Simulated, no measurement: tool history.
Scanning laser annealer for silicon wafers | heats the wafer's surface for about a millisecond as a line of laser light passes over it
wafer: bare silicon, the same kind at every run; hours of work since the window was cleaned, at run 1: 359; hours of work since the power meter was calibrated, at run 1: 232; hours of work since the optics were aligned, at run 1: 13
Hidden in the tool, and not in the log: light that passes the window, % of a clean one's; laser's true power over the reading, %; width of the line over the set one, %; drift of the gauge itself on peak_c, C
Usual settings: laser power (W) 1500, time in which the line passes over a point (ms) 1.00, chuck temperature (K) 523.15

run	hour	laser power (W)	time in which the line passes over a point (ms)	chuck temperature (K)	hours of work since the window was cleaned	hours of work since the power meter was calibrated	hours of work since the optics were aligned	highest temperature of the surface (K)
1	0.0	1500	1.00	523.15	359	232	13	1240.15
2	5.6	1500	1.00	523.15	363	236	17	1240.15
3	17.4	1500	1.00	523.15	372	245	27	1239.15
4	23.6	1500	0.78	523.15	377	250	31	1147.15
5	35.0	1500	0.78	523.15	386	259	40	1144.15
6	45.5	1500	1.17	523.15	394	267	49	1299.15
7	51.5	1500	1.17	523.15	399	272	53	1302.15
# hour 55.4: laser's power meter calibrated
8	63.8	1532	1.03	523.15	406	7	61	1264.15
9	72.8	1532	1.03	523.15	413	14	68	1267.15
10	85.0	1461	1.01	522.15	423	23	77	1206.15
# hour 93.3: laser's power meter calibrated, once more
11	97.0	1500	0.75	504.15	430	3	84	1117.15

The next listed run, before its measurement:
12	105.2	1500	0.82	504.15	436	9	91	?

{"run 12": {"highest temperature of the surface (K)": 1141.15}}
Without the tool's hidden state the same run would have given highest temperature of the surface (K) 1178.15.
